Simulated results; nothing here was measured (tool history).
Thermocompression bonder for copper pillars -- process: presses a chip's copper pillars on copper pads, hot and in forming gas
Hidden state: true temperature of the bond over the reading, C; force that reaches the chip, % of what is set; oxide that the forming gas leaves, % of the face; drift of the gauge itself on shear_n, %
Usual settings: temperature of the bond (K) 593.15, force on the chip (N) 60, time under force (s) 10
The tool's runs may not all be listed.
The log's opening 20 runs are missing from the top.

| run | day | temperature of the bond (K) | force on the chip (N) | time under force (s) | hours of work since the heater was calibrated | hours of work since the force cell was calibrated | hours of work since the gas filter was changed | force that shears a chip off (N) |
|---|---|---|---|---|---|---|---|---|
| 21 | 16.233 | 600.15 | 53 | 5 | 784 | 219 | 127 | 44.7 |
| 22 | 17.204 | 607.15 | 53 | 5 | 796 | 231 | 140 | 48.9 |
| 23 | 18.167 | 571.15 | 66 | 5 | 809 | 244 | 152 | 35.7 |
| 24 | 18.679 | 571.15 | 66 | 5 | 815 | 251 | 159 | 34.4 |
| 25 | 19.621 | 584.15 | 47 | 20 | 828 | 263 | 171 | 55.1 |
| 26 | 20.354 | 593.15 | 66 | 10 | 837 | 272 | 181 | 55.2 |
|  | 20.438 | forming gas filter changed |
| 27 | 21.529 | 593.15 | 49 | 11 | 852 | 287 | 14 | 57.8 |
| 28 | 22.312 | 569.15 | 60 | 6 | 862 | 298 | 24 | 39.1 |
| 29 | 23.462 | 569.15 | 60 | 6 | 877 | 313 | 39 | 37.5 |
| 30 | 24.325 | 570.15 | 86 | 10 | 889 | 324 | 51 | 54 |
| 31 | 24.925 | 570.15 | 86 | 10 | 896 | 332 | 58 | 53.7 |
| 32 | 25.467 | 570.15 | 86 | 10 | 903 | 339 | 65 | 52.8 |
| 33 | 26.575 | 593.15 | 60 | 7 | 918 | 353 | 80 | 52.3 |
| 34 | 27.479 | 593.15 | 60 | 7 | 930 | 365 | 92 | 50.8 |
| 35 | 28.242 | 563.15 | 64 | 10 | 940 | 375 | 102 | 42.2 |
| 36 | 29.396 | 566.15 | 60 | 10 | 955 | 390 | 117 | 42.1 |
| 37 | 30.096 | 593.15 | 79 | 10 | 964 | 399 | 126 | 62.7 |
| 38 | 31.208 | 593.15 | 79 | 10 | 978 | 413 | 140 | 61.4 |
| 39 | 32.183 | 593.15 | 40 | 10 | 991 | 426 | 153 | 47.4 |

Consider 3 possible next runs. They are alternatives, not a sequence: every one starts from the tool as it was left by run 39. What does each give?
| A | 33.375 | 619.15 | 61 | 8 | 1006 | 442 | 168 | ? |
| B | 33.375 | 592.15 | 37 | 8 | 1006 | 442 | 168 | ? |
| C | 33.375 | 584.15 | 67 | 7 | 1006 | 442 | 168 | ? |

| run | force that shears a chip off (N) |
|---|---|
| A | 63.8 |
| B | 42 |
| C | 47.3 |
Had the tool no hidden state, the same runs would have come out as:
| run | force that shears a chip off (N) |
|---|---|
| A | 69.3 |
| B | 44.9 |
| C | 50.6 |
